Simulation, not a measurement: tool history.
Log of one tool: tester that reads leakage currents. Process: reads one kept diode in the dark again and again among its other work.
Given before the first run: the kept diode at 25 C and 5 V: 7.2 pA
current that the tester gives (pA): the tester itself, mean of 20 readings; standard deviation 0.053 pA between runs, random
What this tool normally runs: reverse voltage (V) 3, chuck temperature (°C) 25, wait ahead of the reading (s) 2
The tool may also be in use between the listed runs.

run      day  reverse voltage (V)  chuck temperature (°C)  wait ahead of the reading (s)  current that the tester gives (pA)
  1        0                    3                      25                              2                                8.97
  2     7.45                    3                      25                              2                                9.25
  3    17.65                    3                      25                              2                                9.78
      18.525  -- chuck's temperature calibrated
  4   25.842                    3                      25                              2                                9.34
  5   33.283                    3                      25                              2                                9.55
  6   43.446                    3                      25                              2                                9.96
  7   53.954                    3                      25                              2                               10.47
  8   61.042                    3                      25                              2                               10.67
      65.746  -- chuck's temperature calibrated
  9   66.804                    3                      25                              2                                9.91
 10   74.121                    3                      59                              2                              115.63
 11   82.542                 1.94                      42                           1.55                               27.33
 12   87.554                 1.89                      41                           0.45                               26.09
 13   99.158                 1.09                      41                           9.76                               20.55
 14  106.879                 2.95                      21                           1.43                                9.53
     113.171  -- chuck's temperature calibrated
 15  114.067                14.59                      50                           8.45                              123.93
 16   123.95                16.37                      25                              2                               39.96
 17    131.5                16.37                      25                              2                               41.04
 18  137.812                 8.19                      21                           3.65                               20.88
 19  148.046                 1.46                      21                           0.86                                6.35

Consider 5 possible next runs. They are alternatives, not a sequence: every one starts from the tool as it was left by run 19. What does each give?
     149.246  -- probe card cleaned and baked
  A  156.529                 5.71                      30                            1.6                                   ?
     149.246  -- probe card cleaned and baked
  B  156.529                12.66                      25                           0.67                                   ?
     149.246  -- probe card cleaned and baked
  C  156.529                10.27                      43                           2.99                                   ?
     149.246  -- probe card cleaned and baked
  D  156.529                 1.16                      26                           0.31                                   ?
     149.246  -- probe card cleaned and baked
  E  156.529                    3                      29                              2                                   ?

run  current that the tester gives (pA)
  A                               15.33
  B                               17.08
  C                               57.61
  D                                6.09
  E                               10.44
Take away the tool's hidden state, keep each run's random variation, and the runs would have read:
run  current that the tester gives (pA)
  A                               12.98
  B                               14.53
  C                                49.6
  D                                5.25
  E                                8.84
